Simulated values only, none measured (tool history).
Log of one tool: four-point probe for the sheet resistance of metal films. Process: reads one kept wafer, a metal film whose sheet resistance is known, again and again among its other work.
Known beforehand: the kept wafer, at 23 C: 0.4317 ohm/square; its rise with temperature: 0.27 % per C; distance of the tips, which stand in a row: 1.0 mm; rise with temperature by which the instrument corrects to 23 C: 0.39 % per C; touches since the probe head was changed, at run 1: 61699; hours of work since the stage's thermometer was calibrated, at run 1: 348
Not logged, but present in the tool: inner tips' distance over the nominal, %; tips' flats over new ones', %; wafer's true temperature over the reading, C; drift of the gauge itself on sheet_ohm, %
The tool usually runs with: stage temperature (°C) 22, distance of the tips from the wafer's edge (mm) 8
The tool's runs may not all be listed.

run,hour,stage temperature (°C),distance of the tips from the wafer's edge (mm),touches since the probe head was changed,hours of work since the stage's thermometer was calibrated,sheet resistance as the instrument gives it (ohm/square)
1,0.0,22,8,61699,348,0.434588
2,19.1,28,8,62692,362,0.431616
3,40.3,28,8,63792,377,0.431363
4,81.1,28,8,65913,406,0.431339
5,107.0,28,8,67256,425,0.431326
6,141.6,28,8,69054,450,0.431240
7,178.1,22,59,70950,476,0.430675
8,215.9,22,59,72913,503,0.430737
9,246.1,22,59,74485,525,0.430723
10,270.5,22,59,75752,543,0.430536
11,308.0,22,59,77698,570,0.430604
12,338.4,22,59,79277,592,0.430408
13,376.8,22,8,81275,620,0.433866
14,401.7,26,8,82569,637,0.431834
15,431.5,26,8,84114,659,0.431784
16,469.1,22,8,86070,686,0.433720
17,509.5,22,8,88165,715,0.433593
18,535.7,22,8,89525,734,0.433684
19,566.1,22,57,91109,756,0.430166
20,594.3,23,5,92569,776,0.438381
21,624.3,24,4,94131,798,0.442884
22,649.4,24,4,95434,816,0.442872
23,666.5,21,36,96324,828,0.430584
24,685.9,22,31,97331,842,0.430035
# hour 688.7: stage's thermometer calibrated
25,717.7,22,31,98956,21,0.430057
26,738.2,22,31,100021,36,0.430039
27,756.4,22,31,100967,49,0.430014
28,789.7,29,7,102694,73,0.430851
29,828.7,19,14,104724,101,0.432301
# hour 841.7: stage's thermometer calibrated, once more
30,857.8,30,8,106209,12,0.429106
31,887.9,32,21,107771,33,0.424963
32,924.4,32,7,109669,60,0.429092
33,961.0,32,7,111569,86,0.429088
34,999.1,32,7,113546,113,0.428913
35,1020.1,28,29,114639,129,0.426445

Had the tool no unlogged condition, and each run kept its random variation, what would the results have been?
run,sheet resistance as the instrument gives it (ohm/square)
1,0.435907
2,0.432961
3,0.432744
4,0.432783
5,0.432808
6,0.432776
7,0.432264
8,0.432385
9,0.432417
10,0.432272
11,0.432396
12,0.432250
13,0.435778
14,0.433779
15,0.433775
16,0.435774
17,0.435704
18,0.435835
19,0.432348
20,0.440648
21,0.445219
22,0.445250
23,0.432930
24,0.432412
25,0.432429
26,0.432444
27,0.432449
28,0.433343
29,0.434856
30,0.431965
31,0.427843
32,0.432054
33,0.432108
34,0.431991
35,0.429540
